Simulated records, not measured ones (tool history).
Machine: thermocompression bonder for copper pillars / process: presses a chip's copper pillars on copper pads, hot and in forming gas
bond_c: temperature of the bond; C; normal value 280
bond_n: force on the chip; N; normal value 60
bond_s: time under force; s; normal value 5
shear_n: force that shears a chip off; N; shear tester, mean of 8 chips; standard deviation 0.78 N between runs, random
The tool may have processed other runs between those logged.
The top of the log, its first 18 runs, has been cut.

| run | hour | bond_c | bond_n | bond_s | hours of work since the heater was calibrated | hours of work since the force cell was calibrated | hours of work since the gas filter was changed | shear_n |
|---|---|---|---|---|---|---|---|---|
| 19 | 402.0 | 280 | 46 | 11 | 367 | 29 | 82 | 60.1 |
| 20 | 433.3 | 280 | 46 | 8 | 380 | 42 | 95 | 53.6 |
|  | 459.5 | force cell calibrated, once more |
| 21 | 465.2 | 280 | 46 | 8 | 393 | 2 | 107 | 52.4 |
| 22 | 489.6 | 255 | 87 | 6 | 403 | 13 | 118 | 52.8 |
| 23 | 515.1 | 259 | 53 | 8 | 414 | 23 | 128 | 44.0 |
| 24 | 539.8 | 259 | 53 | 8 | 424 | 34 | 139 | 44.6 |
| 25 | 569.0 | 280 | 60 | 9 | 437 | 46 | 151 | 64.7 |
| 26 | 583.7 | 303 | 70 | 5 | 443 | 52 | 157 | 74.2 |
| 27 | 600.1 | 303 | 70 | 5 | 449 | 59 | 164 | 73.4 |
| 28 | 622.6 | 299 | 76 | 4 | 459 | 68 | 173 | 68.2 |
| 29 | 650.5 | 299 | 76 | 4 | 471 | 80 | 185 | 69.9 |
| 30 | 664.4 | 294 | 76 | 4 | 476 | 86 | 191 | 64.3 |
|  | 673.8 | forming gas filter changed |
| 31 | 695.6 | 294 | 76 | 7 | 489 | 98 | 9 | 81.4 |
| 32 | 721.9 | 301 | 60 | 3 | 500 | 109 | 20 | 60.7 |
| 33 | 734.7 | 280 | 72 | 9 | 506 | 115 | 25 | 74.1 |

Branching from run 33: 4 alternative next runs. What would each branch give?
| A | 757.3 | 280 | 41 | 14 | 515 | 124 | 35 | ? |
| B | 757.3 | 253 | 72 | 4 | 515 | 124 | 35 | ? |
| C | 757.3 | 251 | 72 | 15 | 515 | 124 | 35 | ? |
| D | 757.3 | 268 | 46 | 6 | 515 | 124 | 35 | ? |

| run | shear_n |
|---|---|
| A | 60.9 |
| B | 39.9 |
| C | 62.3 |
| D | 42.0 |
What these runs would have given with no unlogged condition in the tool:
| run | shear_n |
|---|---|
| A | 66.2 |
| B | 44.4 |
| C | 68.1 |
| D | 46.4 |
